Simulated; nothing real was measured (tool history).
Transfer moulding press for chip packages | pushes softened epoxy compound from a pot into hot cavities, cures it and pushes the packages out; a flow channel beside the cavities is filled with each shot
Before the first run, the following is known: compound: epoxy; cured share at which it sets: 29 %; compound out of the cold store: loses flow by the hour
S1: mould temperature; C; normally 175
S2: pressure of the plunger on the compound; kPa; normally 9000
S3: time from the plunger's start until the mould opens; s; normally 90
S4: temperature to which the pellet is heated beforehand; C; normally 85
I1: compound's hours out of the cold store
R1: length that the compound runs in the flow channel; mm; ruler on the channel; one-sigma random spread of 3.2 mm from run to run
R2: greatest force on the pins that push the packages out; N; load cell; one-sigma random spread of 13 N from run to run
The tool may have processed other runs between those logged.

run 1 hour=0.0 | S1=175 S2=9000 S3=90 S4=85 | I1=37.3 | R1=655 R2=733
run 2 hour=36.1 | S1=175 S2=9000 S3=90 S4=85 | I1=20.9 | R1=673 R2=771
run 3 hour=90.5 | S1=175 S2=9000 S3=90 S4=85 | I1=21.9 | R1=662 R2=647
run 4 hour=150.6 | S1=181 S2=9000 S3=90 S4=85 | I1=17.1 | R1=643 R2=488
run 5 hour=210.4 | S1=181 S2=9000 S3=90 S4=85 | I1=25.8 | R1=648 R2=446
run 6 hour=257.1 | S1=181 S2=9000 S3=90 S4=85 | I1=20.4 | R1=647 R2=540
run 7 hour=309.4 | S1=181 S2=9000 S3=90 S4=85 | I1=31.9 | R1=631 R2=481
run 8 hour=342.2 | S1=172 S2=9000 S3=90 S4=85 | I1=41.4 | R1=645 R2=785
run 9 hour=401.4 | S1=172 S2=9000 S3=90 S4=85 | I1=35.2 | R1=666 R2=1001
run 10 hour=459.4 | S1=172 S2=9000 S3=89 S4=85 | I1=40.2 | R1=650 R2=966
run 11 hour=512.5 | S1=172 S2=9000 S3=89 S4=85 | I1=12.6 | R1=684 R2=865
run 12 hour=542.3 | S1=172 S2=9000 S3=89 S4=85 | I1=28.3 | R1=658 R2=834
run 13 hour=592.3 | S1=170 S2=8480 S3=89 S4=81 | I1=41.1 | R1=645 R2=1097
run 14 hour=630.3 | S1=170 S2=8480 S3=129 S4=76 | I1=29.8 | R1=658 R2=588
run 15 hour=692.2 | S1=178 S2=10600 S3=90 S4=85 | I1=40.6 | R1=678 R2=642
run 16 hour=757.8 | S1=174 S2=7010 S3=127 S4=91 | I1=24.7 | R1=594 R2=503
run 17 hour=815.9 | S1=174 S2=7010 S3=127 S4=91 | I1=11.0 | R1=607 R2=480
run 18 hour=869.3 | S1=171 S2=9000 S3=129 S4=85 | I1=46.0 | R1=637 R2=449
run 19 hour=899.8 | S1=171 S2=9000 S3=129 S4=85 | I1=39.8 | R1=637 R2=557
run 20 hour=952.3 | S1=175 S2=9400 S3=77 S4=85 | I1=45.6 | R1=651 R2=947
run 21 hour=993.1 | S1=175 S2=9400 S3=77 S4=85 | I1=15.0 | R1=695 R2=1131

The log once held 36 entries between its listed runs, left out of this copy. Where does each go, and what is different about the tool's unlogged condition between the listed run before it and the listed run after it?
From run 1 to run 2: cavities cleaned with cleaning compound and waxed (hour 17.4)
  true mould temperature over the reading, C: -0.32 -> -0.34; pressure that reaches the compound, % of what is set: 98.99 -> 97.35; grip of the stained cavities, % over clean ones': 20.2 -> 30.2
  measured result minus the result with no hidden state, R1: -3 -> -8 mm; R2: +135 -> +194 N
From run 2 to run 3: cavities cleaned with cleaning compound and waxed (hour 48.7); cavities cleaned with cleaning compound and waxed (hour 84.5)
  true mould temperature over the reading, C: -0.34 -> -0.38; pressure that reaches the compound, % of what is set: 97.35 -> 95.17; grip of the stained cavities, % over clean ones': 30.2 -> 9.5
  measured result minus the result with no hidden state, R1: -8 -> -16 mm; R2: +194 -> +72 N
From run 3 to run 4: cavities cleaned with cleaning compound and waxed (hour 114.9); cavities cleaned with cleaning compound and waxed (hour 147.0)
  true mould temperature over the reading, C: -0.38 -> -0.42; pressure that reaches the compound, % of what is set: 95.17 -> 92.52; grip of the stained cavities, % over clean ones': 9.5 -> 6.3
  measured result minus the result with no hidden state, R1: -16 -> -24 mm; R2: +72 -> +35 N
From run 4 to run 5: plunger's sealing rings changed (hour 175.5); cavities cleaned with cleaning compound and waxed (hour 179.9); cavities cleaned with cleaning compound and waxed (hour 210.4)
  true mould temperature over the reading, C: -0.42 -> -0.46; pressure that reaches the compound, % of what is set: 92.52 -> 98.52; grip of the stained cavities, % over clean ones': 6.3 -> 1.1
  measured result minus the result with no hidden state, R1: -24 -> -3 mm; R2: +35 -> +12 N
From run 5 to run 6: cavities cleaned with cleaning compound and waxed (hour 241.9)
  true mould temperature over the reading, C: -0.46 -> -0.49; pressure that reaches the compound, % of what is set: 98.52 -> 96.54; grip of the stained cavities, % over clean ones': 1.1 -> 22.9
  measured result minus the result with no hidden state, R1: -3 -> -10 mm; R2: +12 -> +107 N
From run 6 to run 7: cavities cleaned with cleaning compound and waxed (hour 274.3); cavities cleaned with cleaning compound and waxed (hour 308.4)
  true mould temperature over the reading, C: -0.49 -> -0.53; pressure that reaches the compound, % of what is set: 96.54 -> 94.26; grip of the stained cavities, % over clean ones': 22.9 -> 5.9
  measured result minus the result with no hidden state, R1: -10 -> -18 mm; R2: +107 -> +35 N
From run 7 to run 8: cavities cleaned with cleaning compound and waxed (hour 341.9)
  true mould temperature over the reading, C: -0.53 -> -0.55; pressure that reaches the compound, % of what is set: 94.26 -> 92.82; grip of the stained cavities, % over clean ones': 5.9 -> 2.6
  measured result minus the result with no hidden state, R1: -18 -> -23 mm; R2: +35 -> +52 N
From run 8 to run 9: plunger's sealing rings changed (hour 366.4); cavities cleaned with cleaning compound and waxed (hour 378.3)
  true mould temperature over the reading, C: -0.55 -> -0.59; pressure that reaches the compound, % of what is set: 92.82 -> 98.16; grip of the stained cavities, % over clean ones': 2.6 -> 32.2
  measured result minus the result with no hidden state, R1: -23 -> -4 mm; R2: +52 -> +278 N
From run 9 to run 10: cavities cleaned with cleaning compound and waxed (hour 411.4); cavities cleaned with cleaning compound and waxed (hour 444.5)
  true mould temperature over the reading, C: -0.59 -> -0.63; pressure that reaches the compound, % of what is set: 98.16 -> 95.64; grip of the stained cavities, % over clean ones': 32.2 -> 22.4
  measured result minus the result with no hidden state, R1: -4 -> -12 mm; R2: +278 -> +213 N
From run 10 to run 11: cavities cleaned with cleaning compound and waxed (hour 479.6); cavities cleaned with cleaning compound and waxed (hour 509.8)
  true mould temperature over the reading, C: -0.63 -> -0.66; pressure that reaches the compound, % of what is set: 95.64 -> 93.44; grip of the stained cavities, % over clean ones': 22.4 -> 5.3
  measured result minus the result with no hidden state, R1: -12 -> -21 mm; R2: +213 -> +86 N
From run 11 to run 12: cavities cleaned with cleaning compound and waxed (hour 541.0)
  true mould temperature over the reading, C: -0.66 -> -0.68; pressure that reaches the compound, % of what is set: 93.44 -> 92.1; grip of the stained cavities, % over clean ones': 5.3 -> 3.1
  measured result minus the result with no hidden state, R1: -21 -> -25 mm; R2: +86 -> +67 N
From run 12 to run 13: plunger's sealing rings changed (hour 557.9); cavities cleaned with cleaning compound and waxed (hour 577.4)
  true mould temperature over the reading, C: -0.68 -> -0.71; pressure that reaches the compound, % of what is set: 92.1 -> 98.28; grip of the stained cavities, % over clean ones': 3.1 -> 24.2
  measured result minus the result with no hidden state, R1: -25 -> -3 mm; R2: +67 -> +262 N
From run 13 to run 14: cavities cleaned with cleaning compound and waxed (hour 611.2)
  true mould temperature over the reading, C: -0.71 -> -0.74; pressure that reaches the compound, % of what is set: 98.28 -> 96.72; grip of the stained cavities, % over clean ones': 24.2 -> 27.3
  measured result minus the result with no hidden state, R1: -3 -> -8 mm; R2: +262 -> +137 N
From run 14 to run 15: cavities cleaned with cleaning compound and waxed (hour 642.9); cavities cleaned with cleaning compound and waxed (hour 675.0)
  true mould temperature over the reading, C: -0.74 -> -0.78; pressure that reaches the compound, % of what is set: 96.72 -> 94.09; grip of the stained cavities, % over clean ones': 27.3 -> 26.9
  measured result minus the result with no hidden state, R1: -8 -> -18 mm; R2: +137 -> +156 N
From run 15 to run 16: cavities cleaned with cleaning compound and waxed (hour 706.3); cavities cleaned with cleaning compound and waxed (hour 738.6); plunger's sealing rings changed (hour 748.0)
  true mould temperature over the reading, C: -0.78 -> -0.83; pressure that reaches the compound, % of what is set: 94.09 -> 99.11; grip of the stained cavities, % over clean ones': 26.9 -> 22.6
  measured result minus the result with no hidden state, R1: -18 -> +0 mm; R2: +156 -> +97 N
From run 16 to run 17: cavities cleaned with cleaning compound and waxed (hour 774.5); cavities cleaned with cleaning compound and waxed (hour 806.7)
  true mould temperature over the reading, C: -0.83 -> -0.87; pressure that reaches the compound, % of what is set: 99.11 -> 96.6; grip of the stained cavities, % over clean ones': 22.6 -> 16.1
  measured result minus the result with no hidden state, R1: +0 -> -8 mm; R2: +97 -> +72 N
From run 17 to run 18: cavities cleaned with cleaning compound and waxed (hour 838.2); cavities cleaned with cleaning compound and waxed (hour 869.3)
  true mould temperature over the reading, C: -0.87 -> -0.9; pressure that reaches the compound, % of what is set: 96.6 -> 94.29; grip of the stained cavities, % over clean ones': 16.1 -> 2.4
  measured result minus the result with no hidden state, R1: -8 -> -16 mm; R2: +72 -> +20 N
From run 18 to run 19: mould's thermocouples calibrated (hour 894.3)
  true mould temperature over the reading, C: -0.9 -> 0.09; pressure that reaches the compound, % of what is set: 94.29 -> 92.96; grip of the stained cavities, % over clean ones': 2.4 -> 38.5
  measured result minus the result with no hidden state, R1: -16 -> -24 mm; R2: +20 -> +153 N
From run 19 to run 20: cavities cleaned with cleaning compound and waxed (hour 904.7); plunger's sealing rings changed (hour 940.5); cavities cleaned with cleaning compound and waxed (hour 942.0)
  true mould temperature over the reading, C: 0.09 -> 0.06; pressure that reaches the compound, % of what is set: 92.96 -> 99.36; grip of the stained cavities, % over clean ones': 38.5 -> 16.2
  measured result minus the result with no hidden state, R1: -24 -> -2 mm; R2: +153 -> +129 N
From run 20 to run 21: cavities cleaned with cleaning compound and waxed (hour 974.5)
  true mould temperature over the reading, C: 0.06 -> 0.03; pressure that reaches the compound, % of what is set: 99.36 -> 97.66; grip of the stained cavities, % over clean ones': 16.2 -> 27.5
  measured result minus the result with no hidden state, R1: -2 -> -9 mm; R2: +129 -> +243 N
